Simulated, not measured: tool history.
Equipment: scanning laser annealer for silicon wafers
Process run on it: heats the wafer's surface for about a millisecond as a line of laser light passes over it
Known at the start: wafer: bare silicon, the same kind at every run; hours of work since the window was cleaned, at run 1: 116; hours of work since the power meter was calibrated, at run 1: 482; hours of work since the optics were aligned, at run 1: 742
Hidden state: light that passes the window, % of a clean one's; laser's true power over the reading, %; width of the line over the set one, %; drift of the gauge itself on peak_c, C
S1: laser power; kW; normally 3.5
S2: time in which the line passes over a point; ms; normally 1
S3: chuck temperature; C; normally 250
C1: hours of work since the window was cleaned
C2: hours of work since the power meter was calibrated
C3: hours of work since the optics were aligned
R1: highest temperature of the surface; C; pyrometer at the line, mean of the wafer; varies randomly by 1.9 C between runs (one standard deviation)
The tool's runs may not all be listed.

run 1 hour=0 | S1=3.5 S2=1 S3=250 | C1=116 C2=482 C3=742 | R1=1078
run 2 hour=48.7 | S1=3.5 S2=1 S3=250 | C1=141 C2=506 C3=767 | R1=1080
run 3 hour=78 | S1=3.5 S2=1 S3=250 | C1=156 C2=521 C3=781 | R1=1082
run 4 hour=112.2 | S1=3.5 S2=1 S3=250 | C1=173 C2=538 C3=799 | R1=1074
run 5 hour=153 | S1=3.5 S2=1 S3=250 | C1=194 C2=559 C3=819 | R1=1077
run 6 hour=211.3 | S1=3.5 S2=1 S3=250 | C1=223 C2=589 C3=849 | R1=1071
run 7 hour=261.2 | S1=3.5 S2=1 S3=250 | C1=248 C2=614 C3=874 | R1=1072
run 8 hour=305.4 | S1=3.5 S2=1 S3=250 | C1=271 C2=636 C3=897 | R1=1067
run 9 hour=346.1 | S1=3.5 S2=1 S3=250 | C1=291 C2=657 C3=917 | R1=1068
run 10 hour=402.4 | S1=3.371 S2=1 S3=250 | C1=320 C2=686 C3=946 | R1=1032
run 11 hour=462.7 | S1=3.5 S2=1 S3=250 | C1=351 C2=716 C3=976 | R1=1063
run 12 hour=489.4 | S1=3.5 S2=1 S3=250 | C1=364 C2=730 C3=990 | R1=1069
run 13 hour=527.5 | S1=3.5 S2=1 S3=222 | C1=383 C2=749 C3=1009 | R1=1034
run 14 hour=591.3 | S1=3.5 S2=1 S3=222 | C1=416 C2=781 C3=1041 | R1=1031
run 15 hour=644.8 | S1=3.5 S2=1.17 S3=250 | C1=443 C2=808 C3=1069 | R1=1125
run 16 hour=679.3 | S1=3.5 S2=1.17 S3=250 | C1=460 C2=826 C3=1086 | R1=1122
run 17 hour=706.5 | S1=3.5 S2=1.17 S3=250 | C1=474 C2=840 C3=1100 | R1=1121
run 18 hour=756.8 | S1=3.5 S2=1.17 S3=250 | C1=500 C2=865 C3=1125 | R1=1122
run 19 hour=819 | S1=3.5 S2=1 S3=243 | C1=531 C2=897 C3=1157 | R1=1045
run 20 hour=862 | S1=3.5 S2=1 S3=250 | C1=553 C2=918 C3=1179 | R1=1050
run 21 hour=894.5 | S1=3.5 S2=1 S3=250 | C1=569 C2=935 C3=1195 | R1=1050
run 22 hour=943.7 | S1=3.5 S2=1.22 S3=250 | C1=594 C2=960 C3=1220 | R1=1128
run 23 hour=1005.4 | S1=3.494 S2=1 S3=270 | C1=625 C2=991 C3=1251 | R1=1066
run 24 hour=1064.1 | S1=3.782 S2=0.84 S3=230 | C1=655 C2=1021 C3=1281 | R1=1032
run 25 hour=1126.6 | S1=3.782 S2=0.84 S3=230 | C1=687 C2=1052 C3=1313 | R1=1029
run 26 hour=1174.6 | S1=3.782 S2=0.84 S3=230 | C1=711 C2=1077 C3=1337 | R1=1031
run 27 hour=1203.4 | S1=3.782 S2=0.84 S3=256 | C1=726 C2=1091 C3=1352 | R1=1057
run 28 hour=1266.9 | S1=3.594 S2=1.12 S3=278 | C1=758 C2=1124 C3=1384 | R1=1139
run 29 hour=1299.3 | S1=3.785 S2=0.78 S3=278 | C1=774 C2=1140 C3=1400 | R1=1045
run 30 hour=1328 | S1=3.176 S2=0.8 S3=253 | C1=789 C2=1155 C3=1415 | R1=885
-- hour=1348.6 window over the wafer cleaned
run 31 hour=1372.1 | S1=3.176 S2=0.8 S3=253 | C1=12 C2=1176 C3=1436 | R1=914
run 32 hour=1405.3 | S1=3.146 S2=0.8 S3=248 | C1=29 C2=1193 C3=1453 | R1=900
run 33 hour=1453.4 | S1=3.5 S2=1 S3=277 | C1=53 C2=1217 C3=1477 | R1=1103
run 34 hour=1516.1 | S1=3.5 S2=1 S3=277 | C1=85 C2=1249 C3=1509 | R1=1103
run 35 hour=1543.5 | S1=3.5 S2=1 S3=277 | C1=99 C2=1263 C3=1523 | R1=1103
run 36 hour=1588.4 | S1=3.5 S2=1 S3=277 | C1=121 C2=1285 C3=1546 | R1=1099
run 37 hour=1634.6 | S1=3.5 S2=0.82 S3=221 | C1=145 C2=1309 C3=1569 | R1=967
run 38 hour=1688.2 | S1=3.774 S2=0.7 S3=249 | C1=172 C2=1336 C3=1596 | R1=1006
run 39 hour=1739.9 | S1=3.015 S2=0.95 S3=248 | C1=198 C2=1362 C3=1622 | R1=914
run 40 hour=1774.3 | S1=3.845 S2=0.79 S3=244 | C1=216 C2=1380 C3=1640 | R1=1062

Below, each run's measurement less what the same run would have read without the hidden state. Both values contain the same run-to-run variation, but the gauge's scatter may not be the same in both:
run=1 R1=-18
run=2 R1=-20
run=3 R1=-20
run=4 R1=-22
run=5 R1=-22
run=6 R1=-25
run=7 R1=-26
run=8 R1=-28
run=9 R1=-29
run=10 R1=-30
run=11 R1=-33
run=12 R1=-34
run=13 R1=-35
run=14 R1=-37
run=15 R1=-42
run=16 R1=-42
run=17 R1=-43
run=18 R1=-45
run=19 R1=-44
run=20 R1=-45
run=21 R1=-46
run=22 R1=-53
run=23 R1=-50
run=24 R1=-52
run=25 R1=-54
run=26 R1=-56
run=27 R1=-56
run=28 R1=-63
run=29 R1=-58
run=30 R1=-48
run=31 R1=-14
run=32 R1=-15
run=33 R1=-20
run=34 R1=-22
run=35 R1=-23
run=36 R1=-23
run=37 R1=-23
run=38 R1=-24
run=39 R1=-23
run=40 R1=-29
